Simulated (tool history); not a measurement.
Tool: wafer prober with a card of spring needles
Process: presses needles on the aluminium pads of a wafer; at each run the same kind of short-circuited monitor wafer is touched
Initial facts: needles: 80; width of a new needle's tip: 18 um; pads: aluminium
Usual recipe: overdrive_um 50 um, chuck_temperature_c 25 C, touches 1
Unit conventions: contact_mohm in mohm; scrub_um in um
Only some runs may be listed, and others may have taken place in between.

run     day  overdrive_um  chuck_temperature_c  touches  contact_mohm  scrub_um
  1   0.000            50                   25        1           208     11.05
      0.962  -- tips cleaned on abrasive film
  2   1.246            50                   41        1           216     11.00
      1.908  -- tips cleaned on abrasive film
  3   1.971            57                   25        1           203     12.51
      2.912  -- tips cleaned on abrasive film
  4   3.562            57                   56        1           214     12.59
      3.821  -- tips cleaned on abrasive film
  5   4.375            57                   56        1           216     12.46
      4.804  -- tips cleaned on abrasive film
  6   5.258            50                   25        1           209     11.02
      5.767  -- tips cleaned on abrasive film
  7   6.296            50                   25        1           212     11.02
      6.696  -- tips cleaned on abrasive film
      7.608  -- tips cleaned on abrasive film
  8   7.662            50                   25        1           209     11.00
      8.504  -- tips cleaned on abrasive film
      8.517  -- height of the first contact set anew
  9   9.233            50                   25        1           210     11.00
      9.450  -- tips cleaned on abrasive film
 10  10.229            50                   25        1           211     11.05
     10.371  -- tips cleaned on abrasive film
     11.312  -- tips cleaned on abrasive film
 11  11.612            50                   25        1           212     11.06
     12.246  -- tips cleaned on abrasive film
 12  12.504            30                   25        1           224      6.61
     13.196  -- tips cleaned on abrasive film
 13  13.821            30                   25        1           227      6.57
     14.167  -- tips cleaned on abrasive film
     15.112  -- tips cleaned on abrasive film
 14  15.112            30                   25        1           230      6.65
     16.096  -- tips cleaned on abrasive film
 15  16.117            30                   25        1           223      6.61
 16  16.942            30                   25        1           228      6.61
     17.054  -- tips cleaned on abrasive film
     17.654  -- height of the first contact set anew
     18.083  -- tips cleaned on abrasive film
 17  18.325            30                   25        1           225      6.55
     19.075  -- tips cleaned on abrasive film
 18  19.096            30                   25        1           223      6.60
 19  19.938            30                   25        1           229      6.61
     20.046  -- tips cleaned on abrasive film
     20.962  -- tips cleaned on abrasive film
 20  21.504            41                   27        2           215      8.95
     21.862  -- tips cleaned on abrasive film
     22.788  -- tips cleaned on abrasive film
 21  23.008            50                   91        2           224     10.97
     23.675  -- tips cleaned on abrasive film
 22  23.758            50                   43        1           218     10.95
     24.592  -- tips cleaned on abrasive film
 23  25.133            50                   43        1           214     11.05

Run 24 has not been measured yet. What should we expect?
     25.571  -- tips cleaned on abrasive film
 24  26.375            34                   25        1             ?         ?

contact_mohm: 220 mohm
scrub_um: 7.44 um
With no hidden state in the tool, this same run would have given contact_mohm 219 mohm, scrub_um 7.44 um.
